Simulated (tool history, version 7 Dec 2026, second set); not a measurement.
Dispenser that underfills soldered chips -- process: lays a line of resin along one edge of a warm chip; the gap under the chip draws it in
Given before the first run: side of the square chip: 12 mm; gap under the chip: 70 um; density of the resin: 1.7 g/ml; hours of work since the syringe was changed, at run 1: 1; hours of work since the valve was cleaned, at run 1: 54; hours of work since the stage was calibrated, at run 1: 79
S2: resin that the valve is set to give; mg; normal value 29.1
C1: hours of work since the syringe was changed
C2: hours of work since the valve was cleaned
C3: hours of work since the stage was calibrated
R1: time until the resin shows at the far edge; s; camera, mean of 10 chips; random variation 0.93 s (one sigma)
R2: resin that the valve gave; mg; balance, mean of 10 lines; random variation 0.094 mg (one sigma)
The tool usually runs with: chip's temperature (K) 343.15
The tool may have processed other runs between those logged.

Run 1, hour 0: usual settings; C1 1; C2 54; C3 79. Result: R1 94.8 s, R2 27.9 mg.
Run 2, hour 4.6: usual settings but chip's temperature (K) 340.15; C1 4; C2 57; C3 83. Result: R1 129.9 s, R2 27.78 mg.
At hour 7.6: new syringe of resin.
Run 3, hour 10.9: usual settings but chip's temperature (K) 340.15; C1 2; C2 62; C3 87. Result: R1 114.1 s, R2 27.66 mg.
Run 4, hour 15.3: usual settings but chip's temperature (K) 348.15; C1 6; C2 65; C3 90. Result: R1 102.3 s, R2 27.79 mg.
At hour 16.6: new syringe of resin.
At hour 19.3: dispensing valve cleaned and set on the balance.
Run 5, hour 19.9: usual settings but chip's temperature (K) 348.15; C1 2; C2 0; C3 93. Result: R1 77.3 s, R2 29.13 mg.
Run 6, hour 25.3: usual settings but S2 26.5 mg; C1 6; C2 4; C3 97. Result: R1 122.3 s, R2 26.36 mg.
At hour 26.5: new syringe of resin.
Run 7, hour 31.1: usual settings but S2 26.5 mg; C1 3; C2 8; C3 101. Result: R1 109 s, R2 26.09 mg.
At hour 35.8: new syringe of resin.
Run 8, hour 37.1: usual settings but S2 26.5 mg; C1 1; C2 13; C3 105. Result: R1 94.5 s, R2 26.05 mg.
Run 9, hour 41.9: usual settings but S2 26.5 mg; C1 5; C2 16; C3 109. Result: R1 115.7 s, R2 26.07 mg.
At hour 45.1: new syringe of resin.
Run 10, hour 45.4: usual settings; C1 0; C2 19; C3 111. Result: R1 90.9 s, R2 28.6 mg.
Run 11, hour 49.7: usual settings; C1 3; C2 22; C3 114. Result: R1 108.3 s, R2 28.3 mg.
Run 12, hour 52.9: usual settings; C1 6; C2 24; C3 116. Result: R1 123.9 s, R2 28.51 mg.
At hour 54.3: new syringe of resin.
Run 13, hour 57.5: usual settings; C1 2; C2 27; C3 120. Result: R1 100.6 s, R2 28.37 mg.
Run 14, hour 61.9: usual settings; C1 6; C2 31; C3 123. Result: R1 119.7 s, R2 28.28 mg.
At hour 63.7: new syringe of resin.
Run 15, hour 66.1: usual settings but chip's temperature (K) 341.15; C1 2; C2 33; C3 126. Result: R1 107 s, R2 28.13 mg.
Run 16, hour 70.5: usual settings but chip's temperature (K) 341.15; C1 5; C2 37; C3 129. Result: R1 129.4 s, R2 28.22 mg.
At hour 72.9: new syringe of resin.
Run 17, hour 74.7: usual settings but chip's temperature (K) 346.15; C1 1; C2 40; C3 132. Result: R1 83.6 s, R2 28.1 mg.
Run 18, hour 77.4: usual settings; C1 3; C2 42; C3 134. Result: R1 107.2 s, R2 28.07 mg.
At hour 81.9: new syringe of resin.
Run 19, hour 82.2: usual settings but chip's temperature (K) 357.15, S2 35 mg; C1 0; C2 45; C3 137. Result: R1 49.3 s, R2 33.62 mg.
Run 20, hour 88: usual settings but S2 25.7 mg; C1 4; C2 49; C3 141. Result: R1 114.8 s, R2 24.51 mg.
At hour 91.1: new syringe of resin.
Run 21, hour 92.3: usual settings but S2 29.3 mg; C1 1; C2 52; C3 144. Result: R1 93.9 s, R2 27.97 mg.
Run 22, hour 97.9: usual settings but chip's temperature (K) 329.15, S2 26.3 mg; C1 5; C2 56; C3 149. Result: R1 219.9 s, R2 25.07 mg.
At hour 100.1: new syringe of resin.
Run 23, hour 101.6: usual settings but chip's temperature (K) 342.15, S2 30.8 mg; C1 1; C2 59; C3 151. Result: R1 98 s, R2 29.07 mg.
Run 24, hour 104.6: usual settings but chip's temperature (K) 334.15, S2 36.6 mg; C1 3; C2 61; C3 153. Result: R1 154 s, R2 34.63 mg.
At hour 109.5: new syringe of resin.
Run 25, hour 109.5: usual settings but chip's temperature (K) 334.15, S2 36.6 mg; C1 0; C2 64; C3 157. Result: R1 128.3 s, R2 34.48 mg.
At hour 113.8: dispensing valve cleaned and set on the balance.
Run 26, hour 115.9: usual settings but chip's temperature (K) 334.15, S2 36.6 mg; C1 4; C2 2; C3 161. Result: R1 161.6 s, R2 36.46 mg.
At hour 119.6: new syringe of resin.
Run 27, hour 121.8: usual settings but chip's temperature (K) 342.15, S2 32.6 mg; C1 2; C2 6; C3 165. Result: R1 101.6 s, R2 32.5 mg.
Run 28, hour 127.4: usual settings but chip's temperature (K) 334.15, S2 35.1 mg; C1 6; C2 10; C3 169. Result: R1 182.5 s, R2 34.88 mg.
At hour 128.6: new syringe of resin.
Run 29, hour 132.3: usual settings but chip's temperature (K) 355.15, S2 29.8 mg; C1 3; C2 13; C3 172. Result: R1 64 s, R2 29.39 mg.
Run 30, hour 135.1: usual settings but S2 30.8 mg; C1 5; C2 15; C3 174. Result: R1 117.7 s, R2 30.37 mg.
At hour 137.6: new syringe of resin.
Run 31, hour 140.1: usual settings but S2 30.8 mg; C1 2; C2 19; C3 178. Result: R1 99 s, R2 30.22 mg.
Run 32, hour 143.8: usual settings but chip's temperature (K) 344.15, S2 30.8 mg; C1 5; C2 22; C3 181. Result: R1 111.8 s, R2 30.21 mg.
At hour 146.6: new syringe of resin.
Run 33, hour 147.2: usual settings but chip's temperature (K) 344.15, S2 30.8 mg; C1 0; C2 24; C3 183. Result: R1 86.8 s, R2 30.17 mg.
Run 34, hour 152.2: usual settings but chip's temperature (K) 344.15, S2 30.8 mg; C1 4; C2 28; C3 187. Result: R1 107.6 s, R2 30.06 mg.
Run 35, hour 154.8: usual settings but chip's temperature (K) 348.15, S2 32 mg; C1 6; C2 29; C3 189. Result: R1 102.5 s, R2 31.3 mg.

Describe how what the log doesn't record of the tool's condition differs between the last listed run preceding each entry between runs and the first listed run following it.
In the gap between runs 2 and 3: new syringe of resin (hour 7.6)
  resin's viscosity, % of fresh resin's: 129.1 -> 116.3; dose that the valve gives, % of what is set: 95.7 -> 95.32; true chip temperature over the reading, C: -0.09 -> -0.1
  what was measured, less what the result would be without the hidden state, R1: +30 -> +16.9 s; R2: -1.25 -> -1.36 mg
In the gap between runs 4 and 5: new syringe of resin (hour 16.6); dispensing valve cleaned and set on the balance (hour 19.3)
  resin's viscosity, % of fresh resin's: 139.9 -> 109.1; dose that the valve gives, % of what is set: 95.02 -> 99.83; true chip temperature over the reading, C: -0.11 -> -0.12
  what was measured, less what the result would be without the hidden state, R1: +29.8 -> +6.8 s; R2: -1.45 -> -0.05 mg
In the gap between runs 6 and 7: new syringe of resin (hour 26.5)
  resin's viscosity, % of fresh resin's: 136.5 -> 123.2; dose that the valve gives, % of what is set: 99.46 -> 99.09; true chip temperature over the reading, C: -0.13 -> -0.14
  what was measured, less what the result would be without the hidden state, R1: +33.3 -> +21.3 s; R2: -0.14 -> -0.24 mg
In the gap between runs 7 and 8: new syringe of resin (hour 35.8)
  resin's viscosity, % of fresh resin's: 123.2 -> 105.4; dose that the valve gives, % of what is set: 99.09 -> 98.73; true chip temperature over the reading, C: -0.14 -> -0.15
  what was measured, less what the result would be without the hidden state, R1: +21.3 -> +5.6 s; R2: -0.24 -> -0.34 mg
In the gap between runs 9 and 10: new syringe of resin (hour 45.1)
  resin's viscosity, % of fresh resin's: 128.5 -> 102.4; dose that the valve gives, % of what is set: 98.42 -> 98.21
  what was measured, less what the result would be without the hidden state, R1: +26.4 -> +2.8 s; R2: -0.42 -> -0.52 mg
In the gap between runs 12 and 13: new syringe of resin (hour 54.3)
  resin's viscosity, % of fresh resin's: 139.6 -> 113.1; dose that the valve gives, % of what is set: 97.76 -> 97.45
  what was measured, less what the result would be without the hidden state, R1: +35.9 -> +12.5 s; R2: -0.65 -> -0.74 mg
In the gap between runs 14 and 15: new syringe of resin (hour 63.7)
  resin's viscosity, % of fresh resin's: 135.7 -> 112; dose that the valve gives, % of what is set: 97.17 -> 96.92; true chip temperature over the reading, C: -0.19 -> -0.2
  what was measured, less what the result would be without the hidden state, R1: +32.5 -> +12.5 s; R2: -0.83 -> -0.9 mg
In the gap between runs 16 and 17: new syringe of resin (hour 72.9)
  resin's viscosity, % of fresh resin's: 134.5 -> 106.8; dose that the valve gives, % of what is set: 96.62 -> 96.38; true chip temperature over the reading, C: -0.21 -> -0.22
  what was measured, less what the result would be without the hidden state, R1: +34.4 -> +6.2 s; R2: -0.99 -> -1.05 mg
In the gap between runs 18 and 19: new syringe of resin (hour 81.9)
  resin's viscosity, % of fresh resin's: 119.5 -> 100.7; dose that the valve gives, % of what is set: 96.19 -> 95.89; true chip temperature over the reading, C: -0.22 -> -0.23
  what was measured, less what the result would be without the hidden state, R1: +18.6 -> +0.9 s; R2: -1.11 -> -1.44 mg
In the gap between runs 20 and 21: new syringe of resin (hour 91.1)
  resin's viscosity, % of fresh resin's: 128 -> 105.5; dose that the valve gives, % of what is set: 95.52 -> 95.27; true chip temperature over the reading, C: -0.24 -> -0.25
  what was measured, less what the result would be without the hidden state, R1: +26.8 -> +6.2 s; R2: -1.15 -> -1.38 mg
In the gap between runs 22 and 23: new syringe of resin (hour 100.1)
  resin's viscosity, % of fresh resin's: 133 -> 106.4; dose that the valve gives, % of what is set: 94.92 -> 94.69; true chip temperature over the reading, C: -0.26 -> -0.27
  what was measured, less what the result would be without the hidden state, R1: +57.9 -> +7.2 s; R2: -1.34 -> -1.63 mg
In the gap between runs 24 and 25: new syringe of resin (hour 109.5)
  resin's viscosity, % of fresh resin's: 120.4 -> 99.8; dose that the valve gives, % of what is set: 94.49 -> 94.19; true chip temperature over the reading, C: -0.27 -> -0.28
  what was measured, less what the result would be without the hidden state, R1: +27.8 -> +1.5 s; R2: -2.01 -> -2.12 mg
In the gap between runs 25 and 26: dispensing valve cleaned and set on the balance (hour 113.8)
  resin's viscosity, % of fresh resin's: 99.8 -> 124.8; dose that the valve gives, % of what is set: 94.19 -> 99.97; true chip temperature over the reading, C: -0.28 -> -0.29
  what was measured, less what the result would be without the hidden state, R1: +1.5 -> +33.8 s; R2: -2.12 -> -0.01 mg
In the gap between runs 26 and 27: new syringe of resin (hour 119.6)
  resin's viscosity, % of fresh resin's: 124.8 -> 110.4; dose that the valve gives, % of what is set: 99.97 -> 99.58; true chip temperature over the reading, C: -0.29 -> -0.3
  what was measured, less what the result would be without the hidden state, R1: +33.8 -> +10.8 s; R2: -0.01 -> -0.14 mg
In the gap between runs 28 and 29: new syringe of resin (hour 128.6)
  resin's viscosity, % of fresh resin's: 139.5 -> 117.3; dose that the valve gives, % of what is set: 99.2 -> 98.9; true chip temperature over the reading, C: -0.31 -> -0.32
  what was measured, less what the result would be without the hidden state, R1: +53.7 -> +10.2 s; R2: -0.28 -> -0.33 mg
In the gap between runs 30 and 31: new syringe of resin (hour 137.6)
  resin's viscosity, % of fresh resin's: 131.4 -> 111.4; dose that the valve gives, % of what is set: 98.71 -> 98.42; true chip temperature over the reading, C: -0.33 -> -0.34
  what was measured, less what the result would be without the hidden state, R1: +29.4 -> +11.5 s; R2: -0.4 -> -0.49 mg
In the gap between runs 32 and 33: new syringe of resin (hour 146.6)
  resin's viscosity, % of fresh resin's: 129.9 -> 103.5; dose that the valve gives, % of what is set: 98.17 -> 97.96; true chip temperature over the reading, C: -0.34 -> -0.35
  what was measured, less what the result would be without the hidden state, R1: +26.9 -> +4.2 s; R2: -0.56 -> -0.63 mg
